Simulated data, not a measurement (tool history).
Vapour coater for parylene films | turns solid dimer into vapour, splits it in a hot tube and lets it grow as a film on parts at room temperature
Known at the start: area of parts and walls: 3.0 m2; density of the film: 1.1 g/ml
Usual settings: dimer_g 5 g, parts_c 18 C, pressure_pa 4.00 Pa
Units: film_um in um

run	hour	dimer_g	parts_c	pressure_pa	film_um
1	0.0	5	18	4.00	0.93
2	73.0	5	18	4.00	0.91
3	112.3	5	18	4.00	0.92
4	178.0	5	18	3.70	0.92
5	238.3	5	18	4.00	0.91
6	278.0	5	18	4.00	0.91
7	317.4	5	18	2.26	0.95
8	366.3	5	18	2.26	0.92
9	413.0	5	18	2.26	0.94
10	456.8	5	18	2.26	0.93
# hour 474.6: trap's valve overhauled
11	518.5	5	18	2.26	0.97
12	564.9	5	18	2.26	0.97
13	627.1	5	18	2.26	0.94
14	666.6	5	19	4.00	0.87
15	733.8	5	19	4.00	0.87
16	793.7	5	18	4.00	0.92
17	847.5	6	18	4.00	1.08
18	908.4	6	18	4.00	1.07
19	967.0	5	18	4.00	0.87
20	1030.9	5	18	2.55	0.91
# hour 1042.0: trap's valve overhauled
21	1107.9	8	18	4.00	1.49
22	1178.1	8	18	4.00	1.46
23	1212.1	8	18	4.00	1.45
24	1272.2	8	18	4.00	1.44
25	1304.3	5	12	8.35	1.13
26	1355.8	5	12	8.35	1.13
27	1417.0	5	14	3.13	1.10
28	1469.8	4	10	3.89	1.04
29	1533.6	5	12	2.08	1.22
30	1579.0	3	12	2.05	0.75
# hour 1606.6: trap's valve overhauled
31	1657.0	2	29	9.01	0.22
32	1701.5	2	29	9.01	0.20
33	1754.2	2	16	9.01	0.37
34	1798.3	5	18	2.20	0.94
35	1859.1	5	10	9.05	1.25
36	1914.6	4	10	3.58	1.05
37	1969.9	3	13	2.34	0.70
38	2003.4	3	23	2.59	0.43
# hour 2016.3: table's thermometer calibrated
39	2072.8	3	23	2.59	0.43
40	2130.4	6	22	6.65	0.85
# hour 2172.7: trap's valve overhauled
41	2197.6	5	21	7.13	0.78
42	2273.2	4	12	6.23	0.95
43	2313.8	5	24	6.26	0.68
44	2384.1	4	18	2.54	0.73
45	2429.6	5	12	3.65	1.20
46	2495.0	3	18	2.26	0.56

5 ways to go on from here, each from the tool as it stands after run 46. What would each give?
A	2568.4	3	26	7.67	?
B	2568.4	9	11	4.00	?
C	2568.4	5	18	4.52	?
D	2568.4	2	18	2.26	?
E	2568.4	5	24	6.88	?

run	film_um
A	0.35
B	2.25
C	0.89
D	0.35
E	0.63
Without the tool's hidden state the same runs would have given:
run	film_um
A	0.37
B	2.38
C	0.94
D	0.38
E	0.67

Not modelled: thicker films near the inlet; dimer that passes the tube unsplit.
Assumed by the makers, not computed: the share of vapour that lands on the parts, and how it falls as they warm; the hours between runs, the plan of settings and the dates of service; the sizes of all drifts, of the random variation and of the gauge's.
